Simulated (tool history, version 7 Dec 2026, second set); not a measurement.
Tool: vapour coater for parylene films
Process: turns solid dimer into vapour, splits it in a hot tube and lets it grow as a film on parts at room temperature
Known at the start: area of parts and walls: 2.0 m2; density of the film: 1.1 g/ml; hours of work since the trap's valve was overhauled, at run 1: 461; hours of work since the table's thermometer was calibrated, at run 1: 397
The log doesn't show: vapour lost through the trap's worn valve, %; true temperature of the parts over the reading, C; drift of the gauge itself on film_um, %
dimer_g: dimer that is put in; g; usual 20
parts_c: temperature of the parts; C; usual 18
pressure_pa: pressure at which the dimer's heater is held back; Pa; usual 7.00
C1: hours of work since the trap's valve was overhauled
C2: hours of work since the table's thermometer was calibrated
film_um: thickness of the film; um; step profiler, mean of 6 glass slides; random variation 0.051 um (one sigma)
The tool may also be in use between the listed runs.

run 1 hour=0.0 | dimer_g=20 parts_c=18 pressure_pa=7.00 | C1=461 C2=397 | film_um=5.49
run 2 hour=14.9 | dimer_g=20 parts_c=18 pressure_pa=7.00 | C1=471 C2=408 | film_um=5.51
run 3 hour=39.7 | dimer_g=20 parts_c=18 pressure_pa=7.00 | C1=488 C2=424 | film_um=5.53
run 4 hour=71.7 | dimer_g=20 parts_c=18 pressure_pa=7.00 | C1=510 C2=446 | film_um=5.55
run 5 hour=99.1 | dimer_g=20 parts_c=18 pressure_pa=7.00 | C1=529 C2=465 | film_um=5.46
run 6 hour=121.9 | dimer_g=20 parts_c=18 pressure_pa=7.00 | C1=544 C2=480 | film_um=5.44
run 7 hour=145.6 | dimer_g=20 parts_c=18 pressure_pa=7.00 | C1=560 C2=496 | film_um=5.41
run 8 hour=160.2 | dimer_g=28 parts_c=18 pressure_pa=7.00 | C1=570 C2=506 | film_um=7.69
run 9 hour=190.1 | dimer_g=28 parts_c=18 pressure_pa=7.00 | C1=590 C2=526 | film_um=7.63
-- hour=209.0 trap's valve overhauled
run 10 hour=217.8 | dimer_g=28 parts_c=18 pressure_pa=7.00 | C1=6 C2=542 | film_um=8.20
run 11 hour=245.9 | dimer_g=28 parts_c=18 pressure_pa=7.00 | C1=25 C2=562 | film_um=8.24
run 12 hour=277.7 | dimer_g=28 parts_c=18 pressure_pa=7.00 | C1=47 C2=583 | film_um=8.15
run 13 hour=308.0 | dimer_g=28 parts_c=18 pressure_pa=7.00 | C1=67 C2=604 | film_um=8.19
run 14 hour=333.3 | dimer_g=28 parts_c=18 pressure_pa=7.00 | C1=84 C2=621 | film_um=8.13
run 15 hour=363.6 | dimer_g=28 parts_c=18 pressure_pa=7.00 | C1=105 C2=641 | film_um=8.10
run 16 hour=391.3 | dimer_g=10 parts_c=18 pressure_pa=7.00 | C1=124 C2=660 | film_um=2.85
run 17 hour=422.6 | dimer_g=20 parts_c=18 pressure_pa=2.77 | C1=145 C2=681 | film_um=6.37
run 18 hour=437.1 | dimer_g=20 parts_c=18 pressure_pa=7.00 | C1=155 C2=691 | film_um=5.71
run 19 hour=463.2 | dimer_g=20 parts_c=18 pressure_pa=7.00 | C1=173 C2=709 | film_um=5.69
run 20 hour=494.1 | dimer_g=20 parts_c=20 pressure_pa=7.00 | C1=194 C2=730 | film_um=5.59
run 21 hour=508.7 | dimer_g=20 parts_c=24 pressure_pa=7.00 | C1=203 C2=740 | film_um=5.13
run 22 hour=533.9 | dimer_g=20 parts_c=24 pressure_pa=7.00 | C1=221 C2=757 | film_um=5.13
run 23 hour=557.3 | dimer_g=20 parts_c=24 pressure_pa=7.00 | C1=236 C2=773 | film_um=5.20
run 24 hour=589.2 | dimer_g=20 parts_c=24 pressure_pa=7.00 | C1=258 C2=795 | film_um=5.04
run 25 hour=602.9 | dimer_g=15 parts_c=24 pressure_pa=7.00 | C1=267 C2=804 | film_um=3.79
run 26 hour=632.9 | dimer_g=10 parts_c=11 pressure_pa=5.70 | C1=288 C2=824 | film_um=3.35
run 27 hour=653.0 | dimer_g=31 parts_c=18 pressure_pa=4.87 | C1=301 C2=838 | film_um=9.28
-- hour=655.5 table's thermometer calibrated
run 28 hour=680.4 | dimer_g=30 parts_c=14 pressure_pa=2.03 | C1=319 C2=17 | film_um=10.58
run 29 hour=696.7 | dimer_g=30 parts_c=14 pressure_pa=2.03 | C1=330 C2=28 | film_um=10.60
run 30 hour=712.1 | dimer_g=30 parts_c=14 pressure_pa=2.03 | C1=341 C2=38 | film_um=10.73
run 31 hour=726.0 | dimer_g=29 parts_c=12 pressure_pa=2.03 | C1=350 C2=48 | film_um=10.76
run 32 hour=741.8 | dimer_g=15 parts_c=18 pressure_pa=2.42 | C1=361 C2=59 | film_um=4.85
-- hour=753.2 table's thermometer calibrated, once more
run 33 hour=774.1 | dimer_g=15 parts_c=18 pressure_pa=2.42 | C1=382 C2=14 | film_um=4.75
run 34 hour=802.3 | dimer_g=15 parts_c=23 pressure_pa=2.42 | C1=401 C2=33 | film_um=4.22
run 35 hour=831.9 | dimer_g=15 parts_c=23 pressure_pa=2.42 | C1=421 C2=53 | film_um=4.22
run 36 hour=847.0 | dimer_g=29 parts_c=16 pressure_pa=4.99 | C1=432 C2=64 | film_um=8.73
run 37 hour=873.0 | dimer_g=29 parts_c=24 pressure_pa=5.76 | C1=449 C2=81 | film_um=7.21
run 38 hour=894.6 | dimer_g=35 parts_c=21 pressure_pa=7.00 | C1=464 C2=96 | film_um=9.05
run 39 hour=925.5 | dimer_g=16 parts_c=11 pressure_pa=8.40 | C1=485 C2=117 | film_um=4.83
run 40 hour=955.2 | dimer_g=16 parts_c=11 pressure_pa=8.40 | C1=505 C2=137 | film_um=4.91
run 41 hour=978.4 | dimer_g=20 parts_c=22 pressure_pa=5.19 | C1=521 C2=153 | film_um=5.17
run 42 hour=994.8 | dimer_g=11 parts_c=26 pressure_pa=7.00 | C1=532 C2=164 | film_um=2.54
run 43 hour=1027.1 | dimer_g=13 parts_c=15 pressure_pa=6.38 | C1=554 C2=186 | film_um=3.70
run 44 hour=1050.8 | dimer_g=8 parts_c=18 pressure_pa=2.01 | C1=570 C2=202 | film_um=2.52
run 45 hour=1081.7 | dimer_g=31 parts_c=14 pressure_pa=7.00 | C1=591 C2=223 | film_um=8.98
-- hour=1099.5 trap's valve overhauled
run 46 hour=1111.3 | dimer_g=31 parts_c=14 pressure_pa=7.00 | C1=8 C2=240 | film_um=9.74

The same runs without the tool's hidden state, with the same run-to-run variation:
run=1 film_um=5.81
run=2 film_um=5.84
run=3 film_um=5.88
run=4 film_um=5.92
run=5 film_um=5.83
run=6 film_um=5.82
run=7 film_um=5.80
run=8 film_um=8.25
run=9 film_um=8.21
run=10 film_um=8.17
run=11 film_um=8.23
run=12 film_um=8.16
run=13 film_um=8.21
run=14 film_um=8.18
run=15 film_um=8.16
run=16 film_um=2.88
run=17 film_um=6.45
run=18 film_um=5.79
run=19 film_um=5.78
run=20 film_um=5.70
run=21 film_um=5.23
run=22 film_um=5.24
run=23 film_um=5.32
run=24 film_um=5.18
run=25 film_um=3.89
run=26 film_um=3.45
run=27 film_um=9.58
run=28 film_um=10.88
run=29 film_um=10.92
run=30 film_um=11.07
run=31 film_um=11.11
run=32 film_um=5.02
run=33 film_um=5.02
run=34 film_um=4.47
run=35 film_um=4.49
run=36 film_um=9.28
run=37 film_um=7.69
run=38 film_um=9.68
run=39 film_um=5.18
run=40 film_um=5.28
run=41 film_um=5.56
run=42 film_um=2.73
run=43 film_um=4.00
run=44 film_um=2.73
run=45 film_um=9.75
run=46 film_um=9.74
